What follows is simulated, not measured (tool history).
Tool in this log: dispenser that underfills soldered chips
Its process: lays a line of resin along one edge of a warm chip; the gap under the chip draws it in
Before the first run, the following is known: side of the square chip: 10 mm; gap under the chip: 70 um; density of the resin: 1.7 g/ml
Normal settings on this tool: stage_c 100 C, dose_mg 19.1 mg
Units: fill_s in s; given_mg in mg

run	hour	stage_c	dose_mg	fill_s	given_mg
1	0.0	100	19.1	54.7	18.47
2	3.9	100	18.1	67.4	17.47
3	6.7	100	19.1	78.5	18.58
# hour 10.2: new syringe of resin
4	11.8	100	19.1	54.8	18.37
5	14.9	100	19.1	64.9	18.32
6	19.3	100	19.1	81.8	18.23
# hour 22.0: new syringe of resin
7	22.7	100	19.1	50.8	18.24
8	26.3	100	19.1	61.6	18.14
9	32.5	100	19.1	85.1	18.09
# hour 33.7: new syringe of resin
# hour 38.3: dispensing valve cleaned and set on the balance
10	39.5	100	19.1	61.8	19.06
11	44.2	100	19.1	77.8	19.14
# hour 46.4: new syringe of resin
12	47.4	100	19.1	51.5	19.08
13	51.2	97	19.1	71.1	19.02
14	56.5	97	19.1	91.2	18.95
# hour 58.4: new syringe of resin
15	62.9	97	19.1	68.1	18.93
16	69.3	97	19.1	96.3	18.75
# hour 70.2: new syringe of resin
17	75.8	100	19.1	63.5	18.69
18	80.1	100	19.1	81.2	18.65
# hour 82.2: new syringe of resin
19	86.6	87	23.5	98.5	22.86
20	92.9	86	19.8	141.8	19.20
# hour 93.8: new syringe of resin
21	99.0	86	19.8	107.9	19.11
# hour 105.6: new syringe of resin
22	106.1	86	19.8	83.5	18.99
23	109.3	103	16.2	55.0	15.46
24	115.3	100	22.7	77.0	21.58
# hour 117.2: new syringe of resin
25	119.8	100	22.7	55.1	21.47
# hour 124.9: dispensing valve cleaned and set on the balance
26	126.4	100	22.7	72.0	22.68
# hour 130.2: new syringe of resin
27	130.4	87	20.5	79.4	20.46
28	134.7	87	20.5	98.7	20.39
29	140.0	115	22.4	46.9	22.01
# hour 141.9: new syringe of resin
30	143.7	113	21.0	33.2	20.65
31	146.4	113	21.0	39.0	20.58
32	149.6	96	18.8	83.7	18.48
# hour 153.6: new syringe of resin
33	155.4	96	18.8	59.5	18.25
34	160.5	95	18.6	80.9	18.03
35	164.4	95	18.6	99.7	17.98
# hour 165.5: new syringe of resin
36	167.9	95	18.6	66.0	18.06

Some steps in fill_s between neighbouring runs. How much of each would the tool show without its hidden state too (settings, what came in, random variation), and how much is left for the hidden state, with any gauge scatter that isn't in both results?
The tool's hidden condition here consists of: resin's viscosity, % of fresh resin's; dose that the valve gives, % of what is set; true chip temperature over the reading, C; drift of the gauge itself on fill_s, %; drift of the gauge itself on given_mg, %.
Run 19 -> 20: stage_c 87 -> 86, dose_mg 23.5 -> 19.8. fill_s +43.3 s: hidden state +39.5, all else +3.8.
Run 20 -> 21: new syringe of resin. fill_s -33.9 s: hidden state -34.1, all else +0.2.
Run 28 -> 29: stage_c 87 -> 115, dose_mg 20.5 -> 22.4. fill_s -51.8 s: hidden state +1.5, all else -53.3.
Run 31 -> 32: stage_c 113 -> 96, dose_mg 21.0 -> 18.8. fill_s +44.7 s: hidden state +17.8, all else +26.9.
Run 35 -> 36: new syringe of resin. fill_s -33.7 s: hidden state -32.7, all else -1.0.
